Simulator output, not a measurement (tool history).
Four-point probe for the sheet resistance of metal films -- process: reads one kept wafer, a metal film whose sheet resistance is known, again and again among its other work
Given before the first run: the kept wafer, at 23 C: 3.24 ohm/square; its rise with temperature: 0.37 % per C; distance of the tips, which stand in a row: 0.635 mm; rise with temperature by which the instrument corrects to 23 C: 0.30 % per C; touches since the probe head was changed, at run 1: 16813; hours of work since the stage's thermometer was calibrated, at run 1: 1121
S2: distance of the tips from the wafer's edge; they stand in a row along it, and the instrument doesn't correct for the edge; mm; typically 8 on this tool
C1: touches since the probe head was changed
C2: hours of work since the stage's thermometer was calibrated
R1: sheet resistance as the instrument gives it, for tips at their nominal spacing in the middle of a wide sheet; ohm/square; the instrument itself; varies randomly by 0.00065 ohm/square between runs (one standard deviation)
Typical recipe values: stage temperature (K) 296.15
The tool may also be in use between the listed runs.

Run 1, hour 0.0: usual settings; C1 16813; C2 1121. Result: R1 3.250952 ohm/square.
Run 2, hour 53.5: usual settings; C1 18060; C2 1159. Result: R1 3.250571 ohm/square.
Run 3, hour 109.4: usual settings but S2 69 mm; C1 19361; C2 1200. Result: R1 3.239888 ohm/square.
Run 4, hour 160.0: usual settings but S2 69 mm; C1 20540; C2 1237. Result: R1 3.239458 ohm/square.
Run 5, hour 188.6: usual settings; C1 21207; C2 1257. Result: R1 3.251397 ohm/square.
Run 6, hour 247.1: usual settings but stage temperature (K) 306.15, S2 21 mm; C1 22570; C2 1300. Result: R1 3.264890 ohm/square.
Run 7, hour 305.7: usual settings but stage temperature (K) 306.15, S2 21 mm; C1 23934; C2 1342. Result: R1 3.264559 ohm/square.
Run 8, hour 331.7: usual settings but stage temperature (K) 306.15, S2 21 mm; C1 24542; C2 1361. Result: R1 3.264939 ohm/square.
Run 9, hour 379.5: usual settings but stage temperature (K) 306.15, S2 34 mm; C1 25654; C2 1396. Result: R1 3.263964 ohm/square.
Run 10, hour 421.9: usual settings but stage temperature (K) 307.15; C1 26642; C2 1427. Result: R1 3.276248 ohm/square.

Consider 3 possible next runs. They are alternatives, not a sequence: every one starts from the tool as it was left by run 10. What does each give?
Run A, hour 456.3: usual settings but stage temperature (K) 292.15, S2 35 mm; C1 27444; C2 1452. Result: R1 ?.
Run B, hour 456.3: usual settings but stage temperature (K) 292.15; C1 27444; C2 1452. Result: R1 ?.
Run C, hour 456.3: usual settings but stage temperature (K) 300.15; C1 27444; C2 1452. Result: R1 ?.

run        R1
  A  3.231370
  B  3.241330
  C  3.260701
Without the tool's hidden state the same runs would have given:
run        R1
  A  3.231240
  B  3.241200
  C  3.260567
